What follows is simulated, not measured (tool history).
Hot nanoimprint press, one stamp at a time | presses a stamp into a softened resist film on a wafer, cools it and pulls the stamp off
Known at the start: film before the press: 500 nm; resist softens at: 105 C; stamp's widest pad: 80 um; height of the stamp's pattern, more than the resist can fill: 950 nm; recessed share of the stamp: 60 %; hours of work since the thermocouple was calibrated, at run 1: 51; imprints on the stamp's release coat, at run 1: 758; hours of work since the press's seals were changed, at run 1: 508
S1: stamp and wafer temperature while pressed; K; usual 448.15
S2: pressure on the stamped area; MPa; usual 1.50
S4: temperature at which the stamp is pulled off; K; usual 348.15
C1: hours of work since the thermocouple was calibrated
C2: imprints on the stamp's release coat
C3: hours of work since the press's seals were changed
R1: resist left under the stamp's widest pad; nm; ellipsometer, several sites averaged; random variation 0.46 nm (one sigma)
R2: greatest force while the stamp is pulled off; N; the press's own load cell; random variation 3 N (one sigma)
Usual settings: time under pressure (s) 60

run 1 hour=0.0 | S1=448.15 S2=1.50 time_under_pressure_(s)=60 S4=348.15 | C1=51 C2=758 C3=508 | R1=259.5 R2=145
-- hour=47.1 press's hydraulic seals changed and the load cell set to zero
run 2 hour=67.9 | S1=448.15 S2=1.50 time_under_pressure_(s)=60 S4=346.15 | C1=77 C2=849 C3=9 | R1=258.4 R2=153
run 3 hour=101.5 | S1=448.15 S2=1.50 time_under_pressure_(s)=60 S4=346.15 | C1=91 C2=899 C3=23 | R1=258.5 R2=150
run 4 hour=152.0 | S1=448.15 S2=1.50 time_under_pressure_(s)=38 S4=348.15 | C1=113 C2=976 C3=45 | R1=300.5 R2=144
run 5 hour=193.3 | S1=448.15 S2=1.50 time_under_pressure_(s)=60 S4=348.15 | C1=131 C2=1038 C3=62 | R1=258.0 R2=149
run 6 hour=257.0 | S1=448.15 S2=1.50 time_under_pressure_(s)=60 S4=348.15 | C1=158 C2=1134 C3=90 | R1=258.2 R2=139
run 7 hour=298.3 | S1=448.15 S2=1.50 time_under_pressure_(s)=60 S4=348.15 | C1=175 C2=1197 C3=107 | R1=258.0 R2=141
run 8 hour=357.4 | S1=448.15 S2=1.50 time_under_pressure_(s)=60 S4=348.15 | C1=201 C2=1286 C3=133 | R1=257.7 R2=142
run 9 hour=405.7 | S1=448.15 S2=1.50 time_under_pressure_(s)=60 S4=348.15 | C1=221 C2=1359 C3=153 | R1=257.9 R2=146
-- hour=439.9 stamp cleaned and given a new release coat
run 10 hour=449.4 | S1=448.15 S2=1.50 time_under_pressure_(s)=60 S4=341.15 | C1=237 C2=14 C3=169 | R1=256.6 R2=158
run 11 hour=483.6 | S1=457.15 S2=1.50 time_under_pressure_(s)=60 S4=348.15 | C1=252 C2=65 C3=184 | R1=179.5 R2=142
run 12 hour=527.2 | S1=448.15 S2=1.50 time_under_pressure_(s)=60 S4=348.15 | C1=271 C2=131 C3=203 | R1=257.1 R2=142
run 13 hour=567.6 | S1=448.15 S2=1.30 time_under_pressure_(s)=60 S4=348.15 | C1=288 C2=192 C3=220 | R1=270.6 R2=141
run 14 hour=596.8 | S1=448.15 S2=1.30 time_under_pressure_(s)=60 S4=348.15 | C1=300 C2=237 C3=232 | R1=272.7 R2=143
run 15 hour=634.9 | S1=448.15 S2=1.30 time_under_pressure_(s)=60 S4=348.15 | C1=317 C2=294 C3=249 | R1=271.8 R2=139
run 16 hour=682.3 | S1=448.15 S2=0.96 time_under_pressure_(s)=60 S4=343.15 | C1=337 C2=366 C3=269 | R1=304.0 R2=158
run 17 hour=732.7 | S1=453.15 S2=1.74 time_under_pressure_(s)=60 S4=348.15 | C1=358 C2=442 C3=290 | R1=196.3 R2=143
run 18 hour=781.2 | S1=451.15 S2=1.50 time_under_pressure_(s)=60 S4=350.15 | C1=379 C2=515 C3=311 | R1=227.8 R2=133
run 19 hour=830.3 | S1=454.15 S2=2.18 time_under_pressure_(s)=48 S4=344.15 | C1=400 C2=589 C3=332 | R1=184.7 R2=152
run 20 hour=889.4 | S1=454.15 S2=2.18 time_under_pressure_(s)=45 S4=344.15 | C1=425 C2=679 C3=357 | R1=189.5 R2=157
run 21 hour=945.5 | S1=454.15 S2=2.29 time_under_pressure_(s)=39 S4=344.15 | C1=449 C2=763 C3=381 | R1=196.0 R2=157
run 22 hour=982.6 | S1=446.15 S2=1.82 time_under_pressure_(s)=53 S4=338.15 | C1=465 C2=819 C3=397 | R1=266.6 R2=170
run 23 hour=1009.6 | S1=446.15 S2=1.82 time_under_pressure_(s)=53 S4=338.15 | C1=477 C2=860 C3=409 | R1=267.4 R2=169
-- hour=1036.3 plate thermocouple calibrated
run 24 hour=1050.7 | S1=446.15 S2=1.82 time_under_pressure_(s)=53 S4=338.15 | C1=6 C2=918 C3=425 | R1=266.4 R2=173
run 25 hour=1105.7 | S1=448.15 S2=1.27 time_under_pressure_(s)=60 S4=343.15 | C1=30 C2=1001 C3=448 | R1=273.3 R2=160
run 26 hour=1139.0 | S1=448.15 S2=1.02 time_under_pressure_(s)=40 S4=348.15 | C1=44 C2=1051 C3=463 | R1=332.9 R2=141
run 27 hour=1174.6 | S1=448.15 S2=1.34 time_under_pressure_(s)=46 S4=348.15 | C1=59 C2=1105 C3=478 | R1=291.6 R2=139
run 28 hour=1202.9 | S1=440.15 S2=1.10 time_under_pressure_(s)=47 S4=346.15 | C1=71 C2=1148 C3=490 | R1=387.6 R2=155
run 29 hour=1268.1 | S1=440.15 S2=1.10 time_under_pressure_(s)=47 S4=346.15 | C1=99 C2=1246 C3=518 | R1=387.5 R2=147

Some steps in R1 between neighbouring runs. How much of each would the tool show without its hidden state too (settings, what came in, random variation), and how much is left for the hidden state, with any gauge scatter that isn't in both results?
The hidden state here: true temperature over the reading, C; pressure that arrives at the usual setting, %; grip of the stamp's worn release coat, % over a new coat's; drift of the gauge itself on residual_nm, %; drift of the gauge itself on pull_off_n, %.
Run 16 -> 17: S1 448.15 -> 453.15, S2 0.96 -> 1.74, S4 343.15 -> 348.15. R1 -107.7 nm: hidden state +0.8, all else -108.5.
Run 21 -> 22: S1 454.15 -> 446.15, S2 2.29 -> 1.82, time under pressure (s) 39 -> 53, S4 344.15 -> 338.15. R1 +70.6 nm: hidden state -1.1, all else +71.7.
Run 27 -> 28: S1 448.15 -> 440.15, S2 1.34 -> 1.10, time under pressure (s) 46 -> 47, S4 348.15 -> 346.15. R1 +96.0 nm: hidden state -1.5, all else +97.5.

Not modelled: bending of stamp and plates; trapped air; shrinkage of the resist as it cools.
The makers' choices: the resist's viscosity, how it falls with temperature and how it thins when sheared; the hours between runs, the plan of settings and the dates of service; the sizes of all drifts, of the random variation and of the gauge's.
